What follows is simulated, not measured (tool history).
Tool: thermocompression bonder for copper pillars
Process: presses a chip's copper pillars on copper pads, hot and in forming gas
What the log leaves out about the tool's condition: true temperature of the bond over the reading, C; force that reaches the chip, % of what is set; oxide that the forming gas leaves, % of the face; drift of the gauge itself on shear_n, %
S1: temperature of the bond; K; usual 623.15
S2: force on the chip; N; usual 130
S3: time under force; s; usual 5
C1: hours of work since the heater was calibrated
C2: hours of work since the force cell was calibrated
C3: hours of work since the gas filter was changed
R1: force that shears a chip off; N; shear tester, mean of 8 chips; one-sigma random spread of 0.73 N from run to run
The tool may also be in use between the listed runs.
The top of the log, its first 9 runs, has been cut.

run	hour	S1	S2	S3	C1	C2	C3	R1
10	483.1	623.15	130	3	583	376	322	48.7
11	545.2	623.15	130	3	618	411	357	49.1
12	594.0	623.15	130	3	645	438	384	49.2
13	624.8	624.15	130	5	663	455	401	59.5
14	671.7	624.15	130	5	689	481	428	58.6
15	704.0	624.15	130	5	707	500	446	58.9
# hour 731.9: heater calibrated with a thermocouple chip
# hour 745.4: forming gas filter changed
16	768.2	624.15	130	5	20	534	13	65.7
17	833.8	652.15	130	5	57	571	49	79.6
18	893.5	652.15	130	5	90	604	83	79.6
19	924.3	652.15	130	5	107	621	100	78.7
20	971.5	652.15	130	5	134	648	126	77.3
21	1030.5	648.15	154	5	167	681	160	83.0
22	1071.1	613.15	103	8	189	704	182	56.2
23	1132.6	613.15	105	6	224	738	217	52.5
24	1181.5	602.15	193	11	251	765	244	83.4
25	1220.5	602.15	193	11	273	787	266	84.7
26	1264.1	616.15	157	14	297	811	290	86.2
27	1292.6	616.15	157	14	313	827	306	86.2
28	1336.5	605.15	102	5	338	852	331	41.9
29	1373.8	605.15	102	5	359	873	351	43.0
30	1404.9	596.15	80	8	376	890	369	38.1
# hour 1429.1: force cell calibrated
31	1451.1	611.15	159	8	401	12	394	73.4
32	1514.9	611.15	159	8	437	48	430	71.9
33	1542.7	636.15	130	3	452	64	445	56.6

Predict the results of run 34:
# hour 1580.9: forming gas filter changed
34	1605.6	593.15	141	9	487	98	14	?

R1: 63.0 N
With the hidden condition absent and the run-to-run variation left alone, this run would have shown R1 65.5 N.
